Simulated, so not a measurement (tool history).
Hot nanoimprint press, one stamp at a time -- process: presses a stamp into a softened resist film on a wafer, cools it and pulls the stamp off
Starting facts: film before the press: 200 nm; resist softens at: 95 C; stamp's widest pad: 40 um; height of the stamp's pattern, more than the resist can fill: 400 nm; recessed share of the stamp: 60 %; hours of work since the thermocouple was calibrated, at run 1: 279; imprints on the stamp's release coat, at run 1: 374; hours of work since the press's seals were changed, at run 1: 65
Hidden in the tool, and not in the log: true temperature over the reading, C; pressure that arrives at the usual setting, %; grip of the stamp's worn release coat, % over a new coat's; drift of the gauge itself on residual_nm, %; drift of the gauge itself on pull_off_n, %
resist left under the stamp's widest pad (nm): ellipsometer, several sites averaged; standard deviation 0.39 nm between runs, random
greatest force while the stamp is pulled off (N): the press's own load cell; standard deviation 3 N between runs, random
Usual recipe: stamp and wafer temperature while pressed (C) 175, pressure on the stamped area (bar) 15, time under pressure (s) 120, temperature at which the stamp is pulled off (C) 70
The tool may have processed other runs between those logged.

run	day	stamp and wafer temperature while pressed (C)	pressure on the stamped area (bar)	time under pressure (s)	temperature at which the stamp is pulled off (C)	hours of work since the thermocouple was calibrated	imprints on the stamp's release coat	hours of work since the press's seals were changed	resist left under the stamp's widest pad (nm)	greatest force while the stamp is pulled off (N)
1	0	175	15	120	70	279	374	65	76.9	141
2	1.171	175	15	120	70	297	480	83	76.9	144
3	2.067	175	15	120	70	311	561	97	77.4	146
4	3.6	175	15.1	120	70	335	699	121	77.3	142
5	5.217	175	15	120	59	360	845	146	77.4	190
6	6.85	175	15	120	59	385	992	171	76.5	186
# day 7.283: stamp cleaned and given a new release coat
7	8.062	175	15	120	59	400	71	186	76.2	183
# day 8.671: plate thermocouple calibrated
8	9.754	175	15	69	70	17	212	211	95.6	141
9	11.329	175	15	120	68	41	354	235	76.5	152
10	12.704	175	15	120	68	63	477	257	76.8	150
11	13.625	175	15	120	70	77	561	271	75.8	142
12	14.783	175	15	159	70	95	665	289	67.3	148
13	16.058	175	15	159	70	115	780	309	67.4	141
14	16.933	175	14.2	120	70	129	859	322	77.8	140
# day 18.833: stamp cleaned and given a new release coat
15	19.158	163	15	120	70	159	30	353	111.5	142
16	20.396	163	15	120	70	179	141	372	111.9	148
17	22.317	163	13.4	175	72	209	314	402	103	134
18	23.392	184	13.4	236	72	225	411	419	43.3	129
19	24.996	181	12.1	206	70	250	556	444	53.7	144
20	26.642	175	23.1	235	70	276	704	470	45.3	142
# day 27.571: gauge calibrated
21	28.342	180	21.9	120	68	302	857	496	55.2	152
22	29.846	168	15	120	70	326	993	520	97.3	146
# day 30.225: stamp cleaned and given a new release coat
23	31.012	168	15	120	70	340	71	534	97.5	143
24	31.983	175	15	201	74	355	158	549	61.5	126
25	32.967	175	15	201	74	371	247	564	62	126
26	34.342	175	15	201	74	392	371	586	61.2	126
# day 35.462: plate thermocouple calibrated
27	35.542	175	15	201	74	1	468	602	62.2	127
28	36.938	175	15	201	74	23	593	624	61.7	125
# day 37.371: press's hydraulic seals changed and the load cell set to zero
29	38.146	175	10.6	201	74	37	672	12	73.1	125
30	40.079	178	13.8	201	71	67	846	42	57.6	143

Entry by entry between the runs, the difference in hidden state between the last listed run before and the first listed run after:
From run 6 to run 7: stamp cleaned and given a new release coat (day 7.283)
  grip of the stamp's worn release coat, % over a new coat's: 0.9 -> 0.1; drift of the gauge itself on residual_nm, %: -0.75 -> -0.85
  measured value less the no-hidden-state value, resist left under the stamp's widest pad (nm): -0.7 -> -0.8
From run 7 to run 8: plate thermocouple calibrated (day 8.671)
  true temperature over the reading, C: 0.04 -> 0.01; grip of the stamp's worn release coat, % over a new coat's: 0.1 -> 0.2; drift of the gauge itself on residual_nm, %: -0.85 -> -1.02
  measured value less the no-hidden-state value, resist left under the stamp's widest pad (nm): -0.8 -> -1
From run 14 to run 15: stamp cleaned and given a new release coat (day 18.833)
  true temperature over the reading, C: 0.02 -> 0.03; grip of the stamp's worn release coat, % over a new coat's: 0.8 -> 0; drift of the gauge itself on residual_nm, %: -1.8 -> -2.02
  measured value less the no-hidden-state value, resist left under the stamp's widest pad (nm): -1.5 -> -2.3
From run 20 to run 21: gauge calibrated (day 27.571)
  grip of the stamp's worn release coat, % over a new coat's: 0.6 -> 0.8; drift of the gauge itself on residual_nm, %: -2.83 -> -0.08
  measured value less the no-hidden-state value, resist left under the stamp's widest pad (nm): -1.4 -> -0.1
From run 22 to run 23: stamp cleaned and given a new release coat (day 30.225)
  grip of the stamp's worn release coat, % over a new coat's: 0.9 -> 0.1; drift of the gauge itself on residual_nm, %: -0.25 -> -0.35
  measured value less the no-hidden-state value, resist left under the stamp's widest pad (nm): -0.4 -> -0.4
From run 26 to run 27: plate thermocouple calibrated (day 35.462)
  true temperature over the reading, C: 0.05 -> 0; grip of the stamp's worn release coat, % over a new coat's: 0.3 -> 0.4; drift of the gauge itself on residual_nm, %: -0.71 -> -0.83
  measured value less the no-hidden-state value, resist left under the stamp's widest pad (nm): -0.5 -> -0.5
From run 28 to run 29: press's hydraulic seals changed and the load cell set to zero (day 37.371)
  pressure that arrives at the usual setting, %: 99.95 -> 100.01; grip of the stamp's worn release coat, % over a new coat's: 0.5 -> 0.6; drift of the gauge itself on residual_nm, %: -0.98 -> -1.08
  measured value less the no-hidden-state value, resist left under the stamp's widest pad (nm): -0.6 -> -0.8
